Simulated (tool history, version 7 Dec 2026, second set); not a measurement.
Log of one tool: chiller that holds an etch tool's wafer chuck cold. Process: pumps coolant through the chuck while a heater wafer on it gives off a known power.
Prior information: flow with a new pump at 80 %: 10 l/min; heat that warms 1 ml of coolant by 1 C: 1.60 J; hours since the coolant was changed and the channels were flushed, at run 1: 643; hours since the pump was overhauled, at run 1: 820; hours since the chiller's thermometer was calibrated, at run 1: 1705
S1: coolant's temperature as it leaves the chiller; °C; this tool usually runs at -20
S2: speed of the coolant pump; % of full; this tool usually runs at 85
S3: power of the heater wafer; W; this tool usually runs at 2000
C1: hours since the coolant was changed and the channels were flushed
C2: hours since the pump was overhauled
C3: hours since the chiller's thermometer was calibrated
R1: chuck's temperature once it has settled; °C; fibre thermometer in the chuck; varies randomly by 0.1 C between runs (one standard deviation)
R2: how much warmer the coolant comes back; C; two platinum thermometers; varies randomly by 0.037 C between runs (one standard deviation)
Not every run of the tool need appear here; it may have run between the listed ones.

run,hour,S1,S2,S3,C1,C2,C3,R1,R2
1,0,-20,85,2000,643,820,1705,-1,7.12
2,80.8,-20,85,2000,724,901,1786,-0.8,7.17
3,164,-18,85,2000,807,984,1869,0.9,7.11
4,237.5,-20,91,2000,881,1058,1943,-1.7,6.61
5,348.1,-20,68,2000,991,1169,2054,2.6,9.14
6,463.1,-20,85,2000,1106,1283,2169,-0.7,7.16

Run 7 has not been measured yet. What should we expect?
7,555.6,-20,85,2493,1199,1376,2261,?,?

R1: 4 °C
R2: 8.93 C
On a tool with no hidden condition, and with the same random variation, this run would have come out at R1 2.9 °C, R2 8.71 C.
